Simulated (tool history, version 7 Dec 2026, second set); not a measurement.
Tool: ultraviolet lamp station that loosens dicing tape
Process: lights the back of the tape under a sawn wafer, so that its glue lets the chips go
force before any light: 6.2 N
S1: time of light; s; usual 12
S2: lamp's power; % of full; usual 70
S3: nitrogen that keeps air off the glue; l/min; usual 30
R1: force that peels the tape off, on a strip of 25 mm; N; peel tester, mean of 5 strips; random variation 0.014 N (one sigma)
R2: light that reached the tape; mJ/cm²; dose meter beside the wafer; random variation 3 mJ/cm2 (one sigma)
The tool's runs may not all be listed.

{"run": 1, "hour": 0.0, "S1": 12, "S2": 70, "S3": 30, "R1": 1.4, "R2": 276}
{"run": 2, "hour": 44.3, "S1": 12, "S2": 70, "S3": 30, "R1": 1.506, "R2": 269}
{"run": 3, "hour": 89.9, "S1": 12, "S2": 81, "S3": 30, "R1": 1.203, "R2": 303}
{"run": 4, "hour": 125.9, "S1": 10, "S2": 81, "S3": 30, "R1": 1.684, "R2": 249}
{"run": 5, "hour": 157.2, "S1": 10, "S2": 81, "S3": 30, "R1": 1.715, "R2": 242}
{"run": 6, "hour": 193.3, "S1": 12, "S2": 70, "S3": 30, "R1": 1.659, "R2": 246}
{"run": 7, "hour": 239.4, "S1": 12, "S2": 70, "S3": 30, "R1": 1.793, "R2": 239}
{"run": 8, "hour": 275.2, "S1": 14, "S2": 70, "S3": 30, "R1": 1.491, "R2": 272}
{"run": 9, "hour": 333.8, "S1": 14, "S2": 70, "S3": 30, "R1": 1.547, "R2": 266}
{"run": 10, "hour": 360.1, "S1": 14, "S2": 70, "S3": 30, "R1": 1.578, "R2": 261}
{"run": 11, "hour": 386.0, "S1": 10, "S2": 70, "S3": 30, "R1": 2.384, "R2": 182}
{"run": 12, "hour": 427.6, "S1": 12, "S2": 70, "S3": 30, "R1": 1.972, "R2": 215}
{"hour": 432.9, "done": "window cleaned of glue's vapour"}
{"hour": 453.0, "done": "lamp changed"}
{"run": 13, "hour": 481.3, "S1": 12, "S2": 70, "S3": 30, "R1": 0.966, "R2": 365}
{"run": 14, "hour": 531.3, "S1": 12, "S2": 70, "S3": 30, "R1": 0.976, "R2": 355}
{"run": 15, "hour": 562.4, "S1": 12, "S2": 70, "S3": 30, "R1": 0.98, "R2": 348}
{"run": 16, "hour": 596.8, "S1": 20, "S2": 73, "S3": 30, "R1": 0.324, "R2": 596}
{"run": 17, "hour": 647.8, "S1": 20, "S2": 73, "S3": 30, "R1": 0.332, "R2": 574}
{"run": 18, "hour": 700.5, "S1": 11, "S2": 73, "S3": 30, "R1": 1.188, "R2": 313}
{"run": 19, "hour": 742.7, "S1": 23, "S2": 70, "S3": 30, "R1": 0.285, "R2": 618}
{"hour": 803.6, "done": "window cleaned of glue's vapour, once more"}
{"run": 20, "hour": 803.6, "S1": 7, "S2": 72, "S3": 12, "R1": 2.636, "R2": 236}
{"run": 21, "hour": 866.5, "S1": 7, "S2": 72, "S3": 12, "R1": 2.52, "R2": 227}
{"run": 22, "hour": 929.3, "S1": 7, "S2": 72, "S3": 12, "R1": 2.713, "R2": 222}
{"run": 23, "hour": 969.9, "S1": 11, "S2": 86, "S3": 12, "R1": 1.339, "R2": 409}
{"run": 24, "hour": 1011.9, "S1": 11, "S2": 86, "S3": 12, "R1": 1.361, "R2": 402}
{"run": 25, "hour": 1046.7, "S1": 16, "S2": 82, "S3": 27, "R1": 0.433, "R2": 550}
{"run": 26, "hour": 1075.8, "S1": 10, "S2": 100, "S3": 27, "R1": 0.761, "R2": 409}
{"run": 27, "hour": 1116.8, "S1": 10, "S2": 100, "S3": 27, "R1": 0.811, "R2": 402}
{"run": 28, "hour": 1178.3, "S1": 23, "S2": 67, "S3": 21, "R1": 0.426, "R2": 603}
{"run": 29, "hour": 1235.1, "S1": 12, "S2": 91, "S3": 17, "R1": 1.09, "R2": 415}

4 ways to go on from here, each from the tool as it stands after run 29. What would each give?
{"run": "A", "hour": 1296.4, "S1": 15, "S2": 76, "S3": 30, "R1": "?", "R2": "?"}
{"run": "B", "hour": 1296.4, "S1": 7, "S2": 91, "S3": 17, "R1": "?", "R2": "?"}
{"run": "C", "hour": 1296.4, "S1": 14, "S2": 91, "S3": 9, "R1": "?", "R2": "?"}
{"run": "D", "hour": 1296.4, "S1": 13, "S2": 91, "S3": 21, "R1": "?", "R2": "?"}

run=A R1=0.706 R2=424
run=B R1=2.17 R2=238
run=C R1=1.206 R2=476
run=D R1=0.82 R2=444
Without the tool's hidden state the same runs would have given:
run=A R1=0.327 R2=592
run=B R1=1.454 R2=332
run=C R1=0.659 R2=665
run=D R1=0.401 R2=618
